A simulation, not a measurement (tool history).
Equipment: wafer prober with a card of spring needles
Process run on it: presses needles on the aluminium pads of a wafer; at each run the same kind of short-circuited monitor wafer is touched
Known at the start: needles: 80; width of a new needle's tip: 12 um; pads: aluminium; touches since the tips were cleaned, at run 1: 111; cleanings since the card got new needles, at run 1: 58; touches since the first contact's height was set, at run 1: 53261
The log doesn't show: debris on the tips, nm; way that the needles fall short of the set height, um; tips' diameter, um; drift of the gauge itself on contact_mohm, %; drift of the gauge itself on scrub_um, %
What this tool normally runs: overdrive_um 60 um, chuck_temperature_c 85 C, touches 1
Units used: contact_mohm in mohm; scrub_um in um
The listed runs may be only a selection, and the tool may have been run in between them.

run     day  overdrive_um  chuck_temperature_c  touches  touches since the tips were cleaned  cleanings since the card got new needles  touches since the first contact's height was set  contact_mohm  scrub_um
  1       0            60                   85        1                                  111                                        58                                             53261           229     11.48
      0.538  -- tips cleaned on abrasive film
      1.208  -- tips cleaned on abrasive film
      1.875  -- tips cleaned on abrasive film
  2   2.175            60                   85        1                                 3052                                        61                                             75386           259     11.46
      2.446  -- tips cleaned on abrasive film
      2.858  -- height of the first contact set anew
      3.129  -- tips cleaned on abrasive film
        3.8  -- tips cleaned on abrasive film
  3   4.008            60                   85        1                                 2146                                        64                                             11685           254     11.63
      4.412  -- tips cleaned on abrasive film
      5.083  -- tips cleaned on abrasive film
      5.621  -- tips cleaned on abrasive film
      6.288  -- tips cleaned on abrasive film
      6.946  -- tips cleaned on abrasive film
  4   6.946            60                   85        1                                    0                                        69                                             41512           227     11.51
      7.617  -- tips cleaned on abrasive film
      8.283  -- tips cleaned on abrasive film
      8.954  -- tips cleaned on abrasive film
      9.625  -- tips cleaned on abrasive film
     10.296  -- tips cleaned on abrasive film
     10.833  -- tips cleaned on abrasive film
  5  10.833            60                   99        1                                    0                                        75                                             81047           230     11.41
     10.983  -- height of the first contact set anew
     11.383  -- tips cleaned on abrasive film
     11.921  -- tips cleaned on abrasive film
     12.458  -- tips cleaned on abrasive film
     13.112  -- tips cleaned on abrasive film
  6  13.112            60                   99        1                                    0                                        79                                             21613           231     11.64
     13.779  -- tips cleaned on abrasive film
      14.45  -- tips cleaned on abrasive film
     15.121  -- tips cleaned on abrasive film
     15.792  -- tips cleaned on abrasive film
     16.329  -- tips cleaned on abrasive film
  7  16.558            60                   99        1                                 2365                                        84                                             56686           257     11.52
     16.962  -- tips cleaned on abrasive film
     17.633  -- tips cleaned on abrasive film
     18.304  -- tips cleaned on abrasive film
     18.962  -- tips cleaned on abrasive film
  8  18.962            60                   85        1                                    0                                        88                                             81105           228     11.44
     19.108  -- height of the first contact set anew
     19.512  -- tips cleaned on abrasive film
     20.183  -- tips cleaned on abrasive film
     20.721  -- tips cleaned on abrasive film
     21.392  -- tips cleaned on abrasive film
     22.062  -- tips cleaned on abrasive film
  9  22.504            60                   85        1                                 4544                                        93                                             34527           276     11.59
     22.642  -- tips cleaned on abrasive film
     23.312  -- tips cleaned on abrasive film
     23.983  -- tips cleaned on abrasive film
     24.654  -- tips cleaned on abrasive film
     25.325  -- tips cleaned on abrasive film
 10    25.7            60                   85        1                                 3843                                        98                                             66990           271     11.49
     25.971  -- tips cleaned on abrasive film
     26.642  -- tips cleaned on abrasive film
     27.175  -- tips cleaned on abrasive film
     27.188  -- height of the first contact set anew
 11  27.346            60                   85        1                                 1585                                       101                                              1585           249      11.7
      27.75  -- tips cleaned on abrasive film
     28.288  -- tips cleaned on abrasive film
     28.954  -- tips cleaned on abrasive film
     29.492  -- tips cleaned on abrasive film
     30.162  -- tips cleaned on abrasive film
       30.7  -- tips cleaned on abrasive film
     31.354  -- tips cleaned on abrasive film
 12  31.354            60                   85        1                                    0                                       108                                             42319           238     11.54
     32.025  -- tips cleaned on abrasive film
     32.696  -- tips cleaned on abrasive film
     33.367  -- tips cleaned on abrasive film
 13  33.692            60                   85        1                                 3320                                       111                                             66081           274     11.51
     33.962  -- tips cleaned on abrasive film
     34.496  -- tips cleaned on abrasive film
     35.167  -- tips cleaned on abrasive film
     35.312  -- height of the first contact set anew
 14  35.608            46                   63        2                                 4370                                       114                                              3007           277      8.96
     35.746  -- tips cleaned on abrasive film
     36.417  -- tips cleaned on abrasive film
     37.083  -- tips cleaned on abrasive film
     37.754  -- tips cleaned on abrasive film
 15  38.288            64                   63        3                                 5441                                       118                                             30252           238     12.42
     38.425  -- tips cleaned on abrasive film
     38.962  -- tips cleaned on abrasive film
       39.5  -- tips cleaned on abrasive film
     40.171  -- tips cleaned on abrasive film
     40.704  -- tips cleaned on abrasive film
     41.283  -- tips cleaned on abrasive film
 16  41.283            64                   50        3                                    0                                       124                                             60667           218     12.27
     41.821  -- tips cleaned on abrasive film
     42.492  -- tips cleaned on abrasive film
     43.029  -- tips cleaned on abrasive film
     43.442  -- height of the first contact set anew
     43.579  -- tips cleaned on abrasive film
      44.25  -- tips cleaned on abrasive film
     44.788  -- tips cleaned on abrasive film
 17  45.208            64                   30        3                                 4300                                       130                                             17929           233     12.42
     45.346  -- tips cleaned on abrasive film
     46.017  -- tips cleaned on abrasive film
     46.683  -- tips cleaned on abrasive film
       47.3  -- tips cleaned on abrasive film
 18    47.3            57                   31        2                                    0                                       134                                             39168           212     10.95
     47.971  -- tips cleaned on abrasive film
     48.642  -- tips cleaned on abrasive film
     49.175  -- tips cleaned on abrasive film
     49.712  -- tips cleaned on abrasive film
     50.383  -- tips cleaned on abrasive film
 19  50.425            74                  106        2                                  404                                       139                                             70917           230     14.16

Estimate the outcome of run 20 from the log above:
     50.962  -- tips cleaned on abrasive film
     51.504  -- height of the first contact set anew
     51.642  -- tips cleaned on abrasive film
     52.179  -- tips cleaned on abrasive film
      52.85  -- tips cleaned on abrasive film
     53.388  -- tips cleaned on abrasive film
 20  53.404            74                   63        1                                  155                                       144                                             19235             ?         ?

{"run 20": {"contact_mohm": 222, "scrub_um": 14.34}}
On a tool with no hidden condition, and with the same random variation, this run would have come out at contact_mohm 212 mohm, scrub_um 14.43 um.
